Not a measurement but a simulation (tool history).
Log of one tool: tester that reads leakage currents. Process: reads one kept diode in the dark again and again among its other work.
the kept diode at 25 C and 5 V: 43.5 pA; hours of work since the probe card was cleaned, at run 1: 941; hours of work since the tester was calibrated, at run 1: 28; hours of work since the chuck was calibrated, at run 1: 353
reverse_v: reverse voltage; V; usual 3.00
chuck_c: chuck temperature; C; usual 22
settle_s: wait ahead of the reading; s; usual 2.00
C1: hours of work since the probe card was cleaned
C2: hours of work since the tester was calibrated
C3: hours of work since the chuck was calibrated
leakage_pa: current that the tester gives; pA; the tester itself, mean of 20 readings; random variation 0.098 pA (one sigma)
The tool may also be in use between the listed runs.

run 1 day=0.000 | reverse_v=3.00 chuck_c=22 settle_s=2.00 | C1=941 C2=28 C3=353 | leakage_pa=27.97
run 2 day=0.675 | reverse_v=3.00 chuck_c=22 settle_s=2.00 | C1=954 C2=40 C3=366 | leakage_pa=27.87
run 3 day=1.542 | reverse_v=3.00 chuck_c=22 settle_s=2.00 | C1=970 C2=57 C3=382 | leakage_pa=27.93
run 4 day=2.679 | reverse_v=3.00 chuck_c=22 settle_s=2.00 | C1=992 C2=78 C3=404 | leakage_pa=27.79
run 5 day=3.467 | reverse_v=3.00 chuck_c=22 settle_s=2.00 | C1=1007 C2=93 C3=419 | leakage_pa=27.95
run 6 day=4.125 | reverse_v=3.26 chuck_c=27 settle_s=2.00 | C1=1019 C2=105 C3=431 | leakage_pa=44.44
run 7 day=5.438 | reverse_v=3.26 chuck_c=27 settle_s=2.00 | C1=1044 C2=130 C3=456 | leakage_pa=44.14
run 8 day=6.333 | reverse_v=3.49 chuck_c=22 settle_s=1.06 | C1=1061 C2=147 C3=473 | leakage_pa=29.42
run 9 day=7.454 | reverse_v=4.21 chuck_c=22 settle_s=1.84 | C1=1082 C2=168 C3=494 | leakage_pa=31.42
run 10 day=8.462 | reverse_v=12.84 chuck_c=27 settle_s=2.00 | C1=1101 C2=187 C3=513 | leakage_pa=72.55

Forecast each of these 4 alternatives for the next run:
run A day=9.592 | reverse_v=6.11 chuck_c=27 settle_s=1.48 | C1=1122 C2=208 C3=534 | leakage_pa=?
run B day=9.592 | reverse_v=3.84 chuck_c=27 settle_s=2.00 | C1=1122 C2=208 C3=534 | leakage_pa=?
run C day=9.592 | reverse_v=12.84 chuck_c=37 settle_s=7.12 | C1=1122 C2=208 C3=534 | leakage_pa=?
run D day=9.592 | reverse_v=9.05 chuck_c=24 settle_s=7.39 | C1=1122 C2=208 C3=534 | leakage_pa=?

run=A leakage_pa=55.38
run=B leakage_pa=46.71
run=C leakage_pa=164.74
run=D leakage_pa=49.26
Without the tool's hidden state the same runs would have given:
run=A leakage_pa=56.06
run=B leakage_pa=47.64
run=C leakage_pa=167.79
run=D leakage_pa=48.94
